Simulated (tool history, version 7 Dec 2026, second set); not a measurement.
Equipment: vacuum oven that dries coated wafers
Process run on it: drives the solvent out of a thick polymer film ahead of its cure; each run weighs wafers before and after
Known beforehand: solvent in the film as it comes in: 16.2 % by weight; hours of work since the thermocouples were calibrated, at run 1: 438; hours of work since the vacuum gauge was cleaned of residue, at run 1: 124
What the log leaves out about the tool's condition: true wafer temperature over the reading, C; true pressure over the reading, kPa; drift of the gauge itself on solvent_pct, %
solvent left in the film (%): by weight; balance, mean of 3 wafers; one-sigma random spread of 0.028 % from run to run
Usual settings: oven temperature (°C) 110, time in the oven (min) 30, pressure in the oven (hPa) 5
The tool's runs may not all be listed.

run,hour,oven temperature (°C),time in the oven (min),pressure in the oven (hPa),hours of work since the thermocouples were calibrated,hours of work since the vacuum gauge was cleaned of residue,solvent left in the film (%)
1,0,110,30,5,438,124,2.49
2,22.8,110,30,5,450,135,2.52
3,58.4,110,30,8.07,467,153,2.54
4,89.7,110,30,8.07,483,168,2.58
5,125.8,105,30,5,501,186,3.58
6,152.4,110,30,5,514,200,2.52
7,181.2,110,30,5,528,214,2.58
8,210.9,110,30,5,543,229,2.6
9,247.3,110,30,5,561,247,2.55
10,286.7,110,30,5,581,267,2.59
11,313.9,110,30,5,595,280,2.57
12,349.4,119,30,5,612,298,1.08
13,384.9,113,36,5.33,630,316,1.38
14,426.6,113,53,4.3,651,337,0.55
15,457.1,110,47,3.94,666,352,1.1
16,488,110,47,3.94,681,367,1.09
17,516.2,105,25,7.2,696,381,4.6
18,533.2,103,30,5,704,390,4.14
19,561.8,112,18,4.64,718,404,4.44
20,596.4,103,30,5,736,421,4.29

Expected results for the next run?
21,615.1,103,30,5,745,431,?

{"run 21": {"solvent left in the film (%)": 4.18}}
Were there no unlogged condition in the tool, this run, its random variation unchanged, would have produced solvent left in the film (%) 3.86.
